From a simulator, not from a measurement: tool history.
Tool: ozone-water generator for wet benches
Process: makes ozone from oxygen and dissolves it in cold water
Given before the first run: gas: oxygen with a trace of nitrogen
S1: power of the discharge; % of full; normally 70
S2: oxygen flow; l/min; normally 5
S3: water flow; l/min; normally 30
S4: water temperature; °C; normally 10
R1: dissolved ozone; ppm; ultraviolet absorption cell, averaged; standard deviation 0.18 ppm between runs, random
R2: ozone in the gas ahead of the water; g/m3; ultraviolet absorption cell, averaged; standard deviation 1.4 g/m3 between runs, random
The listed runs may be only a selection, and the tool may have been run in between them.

run,hour,S1,S2,S3,S4,R1,R2
1,0,70,5,30,10,23.7,269
2,24.6,70,5,30,10,23.5,264.4
3,53.9,46,5,30,10,17.2,194.6
4,70.8,46,5,30,10,17.4,195.3
5,102.2,46,5,30,10,17.3,197.3
6,119.5,70,5,30,12,23.3,263
7,137.5,70,3.69,30,10,22.4,316.5
8,165.8,70,3.69,30,10,22.2,317.7
9,203.5,70,5,30,10,23.2,262.7
10,223.7,70,6.5,30,10,23.7,225.1
11,259.1,70,5,30,8,23.5,262.4
12,279.2,70,5,30,8,23.4,261.6
13,318,70,4.6,30,8,23.2,276.2
14,346.8,70,5.67,30,10,23.2,244.5
15,383.6,70,5,22,10,31.2,262
16,412.5,70,5,22,10,31.6,258.9
# hour 434.5: contactor cleaned
17,455,70,5,22,10,32.7,261
18,471,75,8.45,43,6,19.3,199.2
19,504.3,48,4.69,20,7,28.1,207.9
20,529.4,84,5,30,5,29.1,293
21,557.5,84,5,30,5,28.7,292.9
# hour 561.4: water thermometer calibrated
22,592.4,70,2.94,30,10,21.9,354.8
23,615.4,70,2.85,30,10,21.9,361.9
24,641.7,42,3.65,27,10,18,219.6
25,673.1,45,3.65,20,5,26.2,229.4
26,705.5,45,3.65,20,5,26.4,227.7
27,729.2,40,8.11,30,14,15.8,130.9
28,750.1,57,5,46,10,13,222.1
29,782.7,57,5,46,10,13.3,221.1
# hour 791.4: water thermometer calibrated, once more
30,808.5,94,4.93,32,14,26.3,318.5
31,843.8,82,4.93,47,14,15.8,288.1
32,878.5,70,2.51,24,10,26.6,385.2

Some steps in R1 between neighbouring runs. How much of each would the tool show without its hidden state too (settings, what came in, random variation), and how much is left for the hidden state, with any gauge scatter that isn't in both results?
Hidden state present: yield of the discharge, % of new electrodes'; contactor's efficiency, % of a clean one's; true water temperature over the reading, C; drift of the gauge itself on ozone_ppm, %; drift of the gauge itself on gas_g_m3, %.
Run 16 -> 17: contactor cleaned. R1 +1.1 ppm: hidden state +1.6, all else -0.5.
Run 17 -> 18: S1 70 -> 75, S2 5 -> 8.45, S3 22 -> 43, S4 10 -> 6. R1 -13.4 ppm: hidden state +0.2, all else -13.6.
Run 29 -> 30: S1 57 -> 94, S2 5 -> 4.93, S3 46 -> 32, S4 10 -> 14, water thermometer calibrated, once more. R1 +13 ppm: hidden state -1.1, all else +14.1.
Run 30 -> 31: S1 94 -> 82, S3 32 -> 47. R1 -10.5 ppm: hidden state +0.7, all else -11.2.
Run 31 -> 32: S1 82 -> 70, S2 4.93 -> 2.51, S3 47 -> 24, S4 14 -> 10. R1 +10.8 ppm: hidden state -0.5, all else +11.3.
